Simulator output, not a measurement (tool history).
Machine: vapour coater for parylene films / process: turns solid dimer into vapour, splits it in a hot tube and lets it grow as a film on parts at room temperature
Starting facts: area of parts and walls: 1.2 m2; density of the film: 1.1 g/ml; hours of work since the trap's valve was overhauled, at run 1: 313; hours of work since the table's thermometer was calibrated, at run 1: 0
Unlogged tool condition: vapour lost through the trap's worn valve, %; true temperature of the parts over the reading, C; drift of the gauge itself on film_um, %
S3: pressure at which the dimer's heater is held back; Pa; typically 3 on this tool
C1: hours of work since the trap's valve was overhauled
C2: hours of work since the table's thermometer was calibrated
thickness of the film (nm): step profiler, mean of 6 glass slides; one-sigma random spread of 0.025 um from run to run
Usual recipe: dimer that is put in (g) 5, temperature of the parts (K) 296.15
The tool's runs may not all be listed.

Run 1, day 0: usual settings; C1 313; C2 0. Result: thickness of the film (nm) 2900.
Run 2, day 1.946: usual settings; C1 348; C2 35. Result: thickness of the film (nm) 2820.
Run 3, day 4.733: usual settings; C1 397; C2 84. Result: thickness of the film (nm) 2890.
Run 4, day 7.396: usual settings but temperature of the parts (K) 292.15; C1 444; C2 131. Result: thickness of the film (nm) 3230.
Run 5, day 10.104: usual settings but temperature of the parts (K) 292.15; C1 492; C2 179. Result: thickness of the film (nm) 3170.
Run 6, day 12.612: usual settings but S3 2.96 Pa; C1 537; C2 223. Result: thickness of the film (nm) 2780.
At day 15.492: trap's valve overhauled.
Run 7, day 15.867: usual settings but dimer that is put in (g) 6; C1 7; C2 278. Result: thickness of the film (nm) 3680.
Run 8, day 18.138: usual settings but dimer that is put in (g) 6; C1 47; C2 318. Result: thickness of the film (nm) 3670.
Run 9, day 20.842: usual settings but dimer that is put in (g) 8; C1 95; C2 366. Result: thickness of the film (nm) 4860.
Run 10, day 23.542: usual settings but dimer that is put in (g) 8; C1 143; C2 414. Result: thickness of the film (nm) 4790.
Run 11, day 24.812: usual settings but dimer that is put in (g) 8; C1 165; C2 437. Result: thickness of the film (nm) 4780.
Run 12, day 27.804: usual settings but dimer that is put in (g) 8; C1 218; C2 490. Result: thickness of the film (nm) 4710.
Run 13, day 30.008: usual settings but dimer that is put in (g) 8; C1 257; C2 529. Result: thickness of the film (nm) 4760.
Run 14, day 32.721: usual settings but dimer that is put in (g) 8; C1 305; C2 577. Result: thickness of the film (nm) 4720.
Run 15, day 34.158: usual settings but dimer that is put in (g) 3, S3 9.15 Pa; C1 331; C2 602. Result: thickness of the film (nm) 1560.
Run 16, day 36.325: usual settings but dimer that is put in (g) 3, temperature of the parts (K) 288.15, S3 9.15 Pa; C1 369; C2 641. Result: thickness of the film (nm) 1990.
Run 17, day 39.058: usual settings but dimer that is put in (g) 3, S3 9.45 Pa; C1 418; C2 689. Result: thickness of the film (nm) 1520.
Run 18, day 40.738: usual settings but temperature of the parts (K) 304.15, S3 9.23 Pa; C1 447; C2 719. Result: thickness of the film (nm) 1940.
Run 19, day 42.35: usual settings but temperature of the parts (K) 304.15, S3 9.23 Pa; C1 476; C2 747. Result: thickness of the film (nm) 1930.
Run 20, day 44.562: usual settings but dimer that is put in (g) 2; C1 515; C2 787. Result: thickness of the film (nm) 1110.
Run 21, day 46.108: usual settings but dimer that is put in (g) 2, S3 6.29 Pa; C1 542; C2 814. Result: thickness of the film (nm) 1040.
Run 22, day 48.208: usual settings but S3 10.99 Pa; C1 580; C2 851. Result: thickness of the film (nm) 2460.
At day 48.617: trap's valve overhauled.
Run 23, day 49.675: usual settings but S3 10.99 Pa; C1 19; C2 874. Result: thickness of the film (nm) 2720.
Run 24, day 51.596: usual settings but dimer that is put in (g) 3, temperature of the parts (K) 295.15, S3 2.45 Pa; C1 53; C2 908. Result: thickness of the film (nm) 1980.
Run 25, day 53.404: usual settings but dimer that is put in (g) 8, temperature of the parts (K) 293.15, S3 4.13 Pa; C1 85; C2 940. Result: thickness of the film (nm) 5290.
Run 26, day 55.667: usual settings but temperature of the parts (K) 306.15, S3 2.41 Pa; C1 125; C2 980. Result: thickness of the film (nm) 2260.
Run 27, day 58.442: usual settings but dimer that is put in (g) 6, S3 11.23 Pa; C1 174; C2 1029. Result: thickness of the film (nm) 3200.

3 ways to go on from here, each from the tool as it stands after run 27. What would each give?
At day 58.933: table's thermometer calibrated.
Run A, day 61.021: usual settings but dimer that is put in (g) 3, temperature of the parts (K) 289.15, S3 10.47 Pa; C1 219; C2 37. Result: thickness of the film (nm) ?.
At day 58.933: table's thermometer calibrated.
Run B, day 61.021: usual settings but temperature of the parts (K) 295.15; C1 219; C2 37. Result: thickness of the film (nm) ?.
At day 58.933: table's thermometer calibrated.
Run C, day 61.021: usual settings but dimer that is put in (g) 6, temperature of the parts (K) 291.15, S3 2.47 Pa; C1 219; C2 37. Result: thickness of the film (nm) ?.

run  thickness of the film (nm)
  A                        1950
  B                        3060
  C                        4280
With the hidden condition removed and each run's random variation left untouched, the same runs would have given:
run  thickness of the film (nm)
  A                        2050
  B                        3220
  C                        4500
